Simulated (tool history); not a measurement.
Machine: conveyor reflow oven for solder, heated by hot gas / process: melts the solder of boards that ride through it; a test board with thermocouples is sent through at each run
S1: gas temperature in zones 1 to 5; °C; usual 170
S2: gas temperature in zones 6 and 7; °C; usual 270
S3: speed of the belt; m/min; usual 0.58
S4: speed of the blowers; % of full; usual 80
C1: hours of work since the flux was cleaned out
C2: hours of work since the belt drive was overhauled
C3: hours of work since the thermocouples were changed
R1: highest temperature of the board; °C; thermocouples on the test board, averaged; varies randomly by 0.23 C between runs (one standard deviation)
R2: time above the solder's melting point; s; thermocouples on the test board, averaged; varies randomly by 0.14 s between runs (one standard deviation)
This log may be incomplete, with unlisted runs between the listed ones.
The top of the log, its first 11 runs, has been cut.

{"run": 12, "hour": 84.9, "S1": 170, "S2": 270, "S3": 0.58, "S4": 80, "C1": 276, "C2": 201, "C3": 386, "R1": 252, "R2": 45.4}
{"run": 13, "hour": 89.6, "S1": 168, "S2": 270, "S3": 0.58, "S4": 80, "C1": 280, "C2": 205, "C3": 390, "R1": 251.5, "R2": 43.9}
{"hour": 95.3, "done": "flux residue cleaned out of gas plates and filters"}
{"run": 14, "hour": 99.7, "S1": 170, "S2": 270, "S3": 0.58, "S4": 61, "C1": 3, "C2": 209, "C3": 394, "R1": 249.9, "R2": 43.4}
{"run": 15, "hour": 105.2, "S1": 170, "S2": 270, "S3": 0.694, "S4": 80, "C1": 8, "C2": 213, "C3": 398, "R1": 247.8, "R2": 34.9}
{"run": 16, "hour": 116.2, "S1": 170, "S2": 270, "S3": 0.694, "S4": 80, "C1": 16, "C2": 221, "C3": 406, "R1": 248.1, "R2": 35}
{"run": 17, "hour": 126.1, "S1": 170, "S2": 270, "S3": 0.694, "S4": 80, "C1": 24, "C2": 229, "C3": 414, "R1": 247.9, "R2": 35}
{"run": 18, "hour": 134.0, "S1": 185, "S2": 280, "S3": 0.58, "S4": 80, "C1": 30, "C2": 235, "C3": 420, "R1": 265.1, "R2": 55.8}
{"run": 19, "hour": 142.7, "S1": 158, "S2": 262, "S3": 0.69, "S4": 73, "C1": 37, "C2": 242, "C3": 427, "R1": 237.4, "R2": 24.9}

What does the tool deliver on the next run?
{"run": 20, "hour": 149.4, "S1": 158, "S2": 262, "S3": 0.69, "S4": 73, "C1": 42, "C2": 247, "C3": 432, "R1": "?", "R2": "?"}

Run 20 measured R1 237.2 °C, R2 24.8 s.
Were there no unlogged condition in the tool, this run, its random variation unchanged, would have produced R1 238.6 °C, R2 26 s.
